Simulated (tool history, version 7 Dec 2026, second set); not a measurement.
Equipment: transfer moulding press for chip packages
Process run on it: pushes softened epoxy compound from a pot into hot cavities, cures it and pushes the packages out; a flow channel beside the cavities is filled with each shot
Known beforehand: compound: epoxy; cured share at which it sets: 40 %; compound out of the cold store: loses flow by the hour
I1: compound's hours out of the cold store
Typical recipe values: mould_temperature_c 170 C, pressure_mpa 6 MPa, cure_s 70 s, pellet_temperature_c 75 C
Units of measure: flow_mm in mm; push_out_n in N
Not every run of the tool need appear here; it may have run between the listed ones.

{"run": 1, "hour": 0.0, "mould_temperature_c": 170, "pressure_mpa": 6, "cure_s": 70, "pellet_temperature_c": 75, "I1": 16.7, "flow_mm": 877, "push_out_n": 349}
{"run": 2, "hour": 27.1, "mould_temperature_c": 169, "pressure_mpa": 6, "cure_s": 70, "pellet_temperature_c": 75, "I1": 43.4, "flow_mm": 808, "push_out_n": 499}
{"run": 3, "hour": 55.5, "mould_temperature_c": 169, "pressure_mpa": 6, "cure_s": 70, "pellet_temperature_c": 75, "I1": 27.1, "flow_mm": 831, "push_out_n": 566}
{"run": 4, "hour": 71.9, "mould_temperature_c": 169, "pressure_mpa": 6, "cure_s": 70, "pellet_temperature_c": 75, "I1": 36.7, "flow_mm": 796, "push_out_n": 444}
{"run": 5, "hour": 90.9, "mould_temperature_c": 170, "pressure_mpa": 6, "cure_s": 70, "pellet_temperature_c": 75, "I1": 23, "flow_mm": 825, "push_out_n": 498}
{"run": 6, "hour": 120.8, "mould_temperature_c": 170, "pressure_mpa": 5.45, "cure_s": 70, "pellet_temperature_c": 75, "I1": 18, "flow_mm": 801, "push_out_n": 361}
{"run": 7, "hour": 138.7, "mould_temperature_c": 170, "pressure_mpa": 5.45, "cure_s": 70, "pellet_temperature_c": 75, "I1": 25.5, "flow_mm": 778, "push_out_n": 451}
{"run": 8, "hour": 159.1, "mould_temperature_c": 170, "pressure_mpa": 5.45, "cure_s": 85, "pellet_temperature_c": 75, "I1": 44, "flow_mm": 732, "push_out_n": 377}
{"run": 9, "hour": 186.2, "mould_temperature_c": 176, "pressure_mpa": 6, "cure_s": 53, "pellet_temperature_c": 76, "I1": 44.7, "flow_mm": 729, "push_out_n": 573}
{"run": 10, "hour": 205.5, "mould_temperature_c": 170, "pressure_mpa": 4.83, "cure_s": 65, "pellet_temperature_c": 75, "I1": 24, "flow_mm": 725, "push_out_n": 602}
{"run": 11, "hour": 232.8, "mould_temperature_c": 170, "pressure_mpa": 4.83, "cure_s": 65, "pellet_temperature_c": 75, "I1": 10.5, "flow_mm": 821, "push_out_n": 690}

Missing from the log above: 4 entries noted between runs. For each, name the pair of listed runs it sits between and say how the tool's hidden condition differs from the listed run just before to the listed run just after:
After run 3, before run 4: cavities cleaned with cleaning compound and waxed (hour 58.5)
  true mould temperature over the reading, C: -0.25 -> -0.27; pressure that reaches the compound, % of what is set: 90.35 -> 89.47; grip of the stained cavities, % over clean ones': 67.1 -> 36.9
  the result without the hidden state subtracted from the measured one, flow_mm: -42 -> -45 mm; push_out_n: +234 -> +124 N
After run 5, before run 6: cavities cleaned with cleaning compound and waxed (hour 117.1)
  true mould temperature over the reading, C: -0.29 -> -0.32; pressure that reaches the compound, % of what is set: 88.47 -> 86.77; grip of the stained cavities, % over clean ones': 57.5 -> 11.4
  the result without the hidden state subtracted from the measured one, flow_mm: -51 -> -58 mm; push_out_n: +185 -> +43 N
After run 8, before run 9: cavities cleaned with cleaning compound and waxed (hour 174.7)
  true mould temperature over the reading, C: -0.37 -> -0.4; pressure that reaches the compound, % of what is set: 84.56 -> 83.14; grip of the stained cavities, % over clean ones': 62.4 -> 33.7
  the result without the hidden state subtracted from the measured one, flow_mm: -63 -> -69 mm; push_out_n: +145 -> +156 N
After run 10, before run 11: plunger's sealing rings changed (hour 210.2)
  true mould temperature over the reading, C: -0.43 -> -0.46; pressure that reaches the compound, % of what is set: 82.08 -> 98.33; grip of the stained cavities, % over clean ones': 57.4 -> 67.1
  the result without the hidden state subtracted from the measured one, flow_mm: -74 -> -6 mm; push_out_n: +230 -> +286 N
